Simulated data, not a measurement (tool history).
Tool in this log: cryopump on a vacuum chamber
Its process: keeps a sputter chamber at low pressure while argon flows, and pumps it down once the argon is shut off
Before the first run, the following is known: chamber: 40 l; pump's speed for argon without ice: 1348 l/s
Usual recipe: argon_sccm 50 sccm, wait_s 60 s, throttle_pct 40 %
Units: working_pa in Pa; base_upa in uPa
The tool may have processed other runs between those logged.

{"run": 1, "hour": 0.0, "argon_sccm": 50, "wait_s": 60, "throttle_pct": 40, "working_pa": 0.1622, "base_upa": 2.75}
{"run": 2, "hour": 19.1, "argon_sccm": 68, "wait_s": 60, "throttle_pct": 40, "working_pa": 0.218, "base_upa": 2.89}
{"run": 3, "hour": 41.1, "argon_sccm": 50, "wait_s": 60, "throttle_pct": 40, "working_pa": 0.1598, "base_upa": 2.9}
{"run": 4, "hour": 71.4, "argon_sccm": 50, "wait_s": 60, "throttle_pct": 40, "working_pa": 0.1617, "base_upa": 2.85}
{"run": 5, "hour": 111.7, "argon_sccm": 50, "wait_s": 27, "throttle_pct": 40, "working_pa": 0.1621, "base_upa": 4.48}
{"run": 6, "hour": 146.5, "argon_sccm": 50, "wait_s": 60, "throttle_pct": 40, "working_pa": 0.1628, "base_upa": 2.95}
{"run": 7, "hour": 184.1, "argon_sccm": 50, "wait_s": 60, "throttle_pct": 40, "working_pa": 0.1621, "base_upa": 3.0}
{"run": 8, "hour": 215.5, "argon_sccm": 50, "wait_s": 60, "throttle_pct": 40, "working_pa": 0.1619, "base_upa": 2.98}
{"run": 9, "hour": 245.8, "argon_sccm": 50, "wait_s": 60, "throttle_pct": 40, "working_pa": 0.1629, "base_upa": 3.09}
{"run": 10, "hour": 266.0, "argon_sccm": 50, "wait_s": 60, "throttle_pct": 40, "working_pa": 0.1622, "base_upa": 3.03}
{"run": 11, "hour": 285.7, "argon_sccm": 50, "wait_s": 60, "throttle_pct": 40, "working_pa": 0.1632, "base_upa": 3.1}
{"run": 12, "hour": 321.1, "argon_sccm": 50, "wait_s": 60, "throttle_pct": 40, "working_pa": 0.1635, "base_upa": 3.13}
{"run": 13, "hour": 362.5, "argon_sccm": 50, "wait_s": 60, "throttle_pct": 40, "working_pa": 0.1622, "base_upa": 3.08}
{"run": 14, "hour": 383.8, "argon_sccm": 50, "wait_s": 60, "throttle_pct": 40, "working_pa": 0.1636, "base_upa": 3.1}
{"run": 15, "hour": 412.7, "argon_sccm": 50, "wait_s": 60, "throttle_pct": 40, "working_pa": 0.1642, "base_upa": 3.28}
{"run": 16, "hour": 451.6, "argon_sccm": 50, "wait_s": 111, "throttle_pct": 19, "working_pa": 0.3405, "base_upa": 2.56}
{"run": 17, "hour": 477.2, "argon_sccm": 63, "wait_s": 60, "throttle_pct": 40, "working_pa": 0.2074, "base_upa": 3.3}
{"run": 18, "hour": 506.2, "argon_sccm": 28, "wait_s": 72, "throttle_pct": 25, "working_pa": 0.1444, "base_upa": 2.99}
{"run": 19, "hour": 545.0, "argon_sccm": 70, "wait_s": 114, "throttle_pct": 34, "working_pa": 0.2727, "base_upa": 2.65}
{"run": 20, "hour": 572.3, "argon_sccm": 78, "wait_s": 285, "throttle_pct": 16, "working_pa": 0.6242, "base_upa": 2.23}
{"run": 21, "hour": 598.2, "argon_sccm": 82, "wait_s": 248, "throttle_pct": 19, "working_pa": 0.5514, "base_upa": 2.32}
{"run": 22, "hour": 631.8, "argon_sccm": 82, "wait_s": 248, "throttle_pct": 19, "working_pa": 0.5569, "base_upa": 2.34}
{"run": 23, "hour": 661.7, "argon_sccm": 44, "wait_s": 125, "throttle_pct": 58, "working_pa": 0.1039, "base_upa": 2.78}
{"run": 24, "hour": 679.7, "argon_sccm": 23, "wait_s": 35, "throttle_pct": 27, "working_pa": 0.1115, "base_upa": 4.36}
{"run": 25, "hour": 703.0, "argon_sccm": 70, "wait_s": 82, "throttle_pct": 27, "working_pa": 0.341, "base_upa": 3.1}
{"run": 26, "hour": 738.9, "argon_sccm": 51, "wait_s": 82, "throttle_pct": 27, "working_pa": 0.248, "base_upa": 3.18}
{"run": 27, "hour": 773.6, "argon_sccm": 45, "wait_s": 77, "throttle_pct": 40, "working_pa": 0.1516, "base_upa": 3.15}
{"run": 28, "hour": 794.0, "argon_sccm": 50, "wait_s": 44, "throttle_pct": 16, "working_pa": 0.4025, "base_upa": 4.07}
{"run": 29, "hour": 832.1, "argon_sccm": 50, "wait_s": 60, "throttle_pct": 27, "working_pa": 0.2424, "base_upa": 3.46}
{"run": 30, "hour": 852.9, "argon_sccm": 21, "wait_s": 26, "throttle_pct": 37, "working_pa": 0.0757, "base_upa": 5.3}

Predict each of these 4 candidate next runs independently; none follows another, all start after run 30:
{"run": "A", "hour": 872.9, "argon_sccm": 50, "wait_s": 101, "throttle_pct": 18, "working_pa": "?", "base_upa": "?"}
{"run": "B", "hour": 872.9, "argon_sccm": 72, "wait_s": 147, "throttle_pct": 15, "working_pa": "?", "base_upa": "?"}
{"run": "C", "hour": 872.9, "argon_sccm": 21, "wait_s": 25, "throttle_pct": 37, "working_pa": "?", "base_upa": "?"}
{"run": "D", "hour": 872.9, "argon_sccm": 82, "wait_s": 21, "throttle_pct": 38, "working_pa": "?", "base_upa": "?"}

run=A working_pa=0.3602 base_upa=3.01
run=B working_pa=0.6244 base_upa=2.82
run=C working_pa=0.0762 base_upa=5.49
run=D working_pa=0.2911 base_upa=6.12
With the hidden condition removed and each run's random variation left untouched, the same runs would have given:
run=A working_pa=0.3477 base_upa=0.98
run=B working_pa=0.6062 base_upa=0.77
run=C working_pa=0.0709 base_upa=3.42
run=D working_pa=0.2705 base_upa=4.03
